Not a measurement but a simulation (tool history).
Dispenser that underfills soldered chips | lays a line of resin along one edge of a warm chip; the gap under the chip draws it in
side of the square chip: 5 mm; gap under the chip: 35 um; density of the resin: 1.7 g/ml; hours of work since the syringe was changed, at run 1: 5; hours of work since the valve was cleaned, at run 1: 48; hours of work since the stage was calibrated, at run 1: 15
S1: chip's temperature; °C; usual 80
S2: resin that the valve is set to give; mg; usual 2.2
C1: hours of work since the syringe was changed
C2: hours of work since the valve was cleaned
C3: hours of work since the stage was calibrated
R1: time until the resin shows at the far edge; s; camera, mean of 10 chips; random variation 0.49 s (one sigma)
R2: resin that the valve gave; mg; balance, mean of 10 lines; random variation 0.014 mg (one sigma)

{"run": 1, "day": 0.0, "S1": 80, "S2": 2.2, "C1": 5, "C2": 48, "C3": 15, "R1": 55.7, "R2": 2.14}
{"run": 2, "day": 0.083, "S1": 80, "S2": 2.59, "C1": 6, "C2": 49, "C3": 16, "R1": 59.9, "R2": 2.52}
{"day": 0.217, "done": "new syringe of resin"}
{"run": 3, "day": 0.275, "S1": 80, "S2": 2.39, "C1": 1, "C2": 52, "C3": 19, "R1": 41.7, "R2": 2.32}
{"run": 4, "day": 0.429, "S1": 80, "S2": 2.39, "C1": 3, "C2": 55, "C3": 21, "R1": 50.6, "R2": 2.33}
{"run": 5, "day": 0.567, "S1": 80, "S2": 2.39, "C1": 6, "C2": 57, "C3": 24, "R1": 59.3, "R2": 2.28}
{"run": 6, "day": 0.679, "S1": 80, "S2": 2.39, "C1": 8, "C2": 59, "C3": 25, "R1": 69.5, "R2": 2.31}
{"day": 0.7, "done": "new syringe of resin"}
{"run": 7, "day": 0.825, "S1": 80, "S2": 2.39, "C1": 2, "C2": 61, "C3": 28, "R1": 46.1, "R2": 2.29}
{"run": 8, "day": 0.958, "S1": 80, "S2": 2.39, "C1": 4, "C2": 63, "C3": 30, "R1": 54.6, "R2": 2.3}
{"run": 9, "day": 1.142, "S1": 80, "S2": 2.38, "C1": 7, "C2": 66, "C3": 33, "R1": 69.5, "R2": 2.27}
{"day": 1.188, "done": "new syringe of resin"}
{"run": 10, "day": 1.317, "S1": 80, "S2": 2.38, "C1": 2, "C2": 69, "C3": 35, "R1": 45.6, "R2": 2.29}
{"run": 11, "day": 1.446, "S1": 80, "S2": 2.2, "C1": 4, "C2": 71, "C3": 38, "R1": 54.9, "R2": 2.09}
{"run": 12, "day": 1.642, "S1": 80, "S2": 2.2, "C1": 7, "C2": 74, "C3": 41, "R1": 69.6, "R2": 2.09}
{"day": 1.683, "done": "new syringe of resin"}
{"run": 13, "day": 1.821, "S1": 80, "S2": 2.2, "C1": 2, "C2": 77, "C3": 43, "R1": 47.6, "R2": 2.08}
{"run": 14, "day": 1.954, "S1": 90, "S2": 2.2, "C1": 4, "C2": 79, "C3": 46, "R1": 38.1, "R2": 2.12}
{"run": 15, "day": 2.067, "S1": 90, "S2": 2.2, "C1": 6, "C2": 81, "C3": 47, "R1": 43.5, "R2": 2.1}
{"day": 2.179, "done": "new syringe of resin"}
{"run": 16, "day": 2.258, "S1": 80, "S2": 2.2, "C1": 1, "C2": 84, "C3": 50, "R1": 44.2, "R2": 2.09}
{"run": 17, "day": 2.342, "S1": 80, "S2": 2.2, "C1": 3, "C2": 85, "C3": 52, "R1": 49.1, "R2": 2.1}
{"run": 18, "day": 2.446, "S1": 80, "S2": 2.2, "C1": 4, "C2": 87, "C3": 53, "R1": 55.8, "R2": 2.1}
{"run": 19, "day": 2.538, "S1": 80, "S2": 2.2, "C1": 6, "C2": 88, "C3": 55, "R1": 63.9, "R2": 2.09}
{"day": 2.679, "done": "new syringe of resin"}
{"run": 20, "day": 2.75, "S1": 80, "S2": 2.2, "C1": 1, "C2": 91, "C3": 58, "R1": 43.2, "R2": 2.1}
{"run": 21, "day": 2.871, "S1": 76, "S2": 2.83, "C1": 3, "C2": 93, "C3": 60, "R1": 58.1, "R2": 2.67}
{"day": 2.971, "done": "dispensing valve cleaned and set on the balance"}
{"run": 22, "day": 3.088, "S1": 93, "S2": 2.2, "C1": 6, "C2": 2, "C3": 63, "R1": 37.3, "R2": 2.19}
{"day": 3.204, "done": "new syringe of resin"}
{"run": 23, "day": 3.217, "S1": 93, "S2": 2.14, "C1": 0, "C2": 4, "C3": 65, "R1": 23, "R2": 2.12}
{"run": 24, "day": 3.329, "S1": 93, "S2": 2.14, "C1": 2, "C2": 6, "C3": 67, "R1": 27.2, "R2": 2.11}
{"run": 25, "day": 3.483, "S1": 93, "S2": 2.14, "C1": 5, "C2": 8, "C3": 69, "R1": 32.9, "R2": 2.11}
{"run": 26, "day": 3.629, "S1": 93, "S2": 2.14, "C1": 7, "C2": 10, "C3": 72, "R1": 39.9, "R2": 2.13}
{"day": 3.692, "done": "new syringe of resin"}
{"run": 27, "day": 3.762, "S1": 90, "S2": 2.79, "C1": 1, "C2": 12, "C3": 74, "R1": 28.2, "R2": 2.77}
{"run": 28, "day": 3.938, "S1": 79, "S2": 2.04, "C1": 4, "C2": 15, "C3": 76, "R1": 56.6, "R2": 2.02}
{"run": 29, "day": 4.083, "S1": 68, "S2": 2.53, "C1": 6, "C2": 18, "C3": 79, "R1": 106.9, "R2": 2.47}
{"day": 4.183, "done": "new syringe of resin"}
{"run": 30, "day": 4.292, "S1": 68, "S2": 2.53, "C1": 2, "C2": 21, "C3": 82, "R1": 74.1, "R2": 2.49}
{"run": 31, "day": 4.408, "S1": 93, "S2": 2.63, "C1": 4, "C2": 23, "C3": 84, "R1": 31.1, "R2": 2.58}
{"run": 32, "day": 4.512, "S1": 93, "S2": 2.63, "C1": 5, "C2": 24, "C3": 86, "R1": 35.2, "R2": 2.61}
{"day": 4.675, "done": "new syringe of resin"}
{"run": 33, "day": 4.708, "S1": 68, "S2": 2.81, "C1": 1, "C2": 27, "C3": 89, "R1": 67, "R2": 2.79}
{"run": 34, "day": 4.888, "S1": 68, "S2": 2.81, "C1": 4, "C2": 30, "C3": 91, "R1": 82.7, "R2": 2.77}
{"run": 35, "day": 5.083, "S1": 68, "S2": 2.81, "C1": 7, "C2": 34, "C3": 95, "R1": 104.9, "R2": 2.75}
{"day": 5.167, "done": "new syringe of resin"}
{"run": 36, "day": 5.217, "S1": 68, "S2": 2.81, "C1": 1, "C2": 36, "C3": 97, "R1": 65.8, "R2": 2.75}

The same runs without the tool's hidden state, with the same run-to-run variation:
The hidden state here: resin's viscosity, % of fresh resin's; dose that the valve gives, % of what is set; true chip temperature over the reading, C; drift of the gauge itself on fill_s, %; drift of the gauge itself on given_mg, %.
run=1 R1=39.3 R2=2.2
run=2 R1=38 R2=2.6
run=3 R1=39.5 R2=2.4
run=4 R1=39.2 R2=2.41
run=5 R1=38.2 R2=2.37
run=6 R1=39 R2=2.4
run=7 R1=39.2 R2=2.38
run=8 R1=39 R2=2.39
run=9 R1=39 R2=2.37
run=10 R1=38.9 R2=2.39
run=11 R1=39.7 R2=2.19
run=12 R1=38.9 R2=2.19
run=13 R1=39.5 R2=2.19
run=14 R1=26.6 R2=2.22
run=15 R1=26.2 R2=2.21
run=16 R1=39.9 R2=2.21
run=17 R1=39.7 R2=2.22
run=18 R1=39.5 R2=2.21
run=19 R1=40.2 R2=2.2
run=20 R1=38.8 R2=2.23
run=21 R1=45.1 R2=2.83
run=22 R1=23.1 R2=2.2
run=23 R1=23.2 R2=2.13
run=24 R1=23.8 R2=2.12
run=25 R1=23.5 R2=2.12
run=26 R1=23.6 R2=2.15
run=27 R1=25.8 R2=2.79
run=28 R1=41.2 R2=2.04
run=29 R1=64.6 R2=2.5
run=30 R1=64 R2=2.52
run=31 R1=23.2 R2=2.62
run=32 R1=22.7 R2=2.64
run=33 R1=64.8 R2=2.83
run=34 R1=63.3 R2=2.82
run=35 R1=62.4 R2=2.81
run=36 R1=62.8 R2=2.81
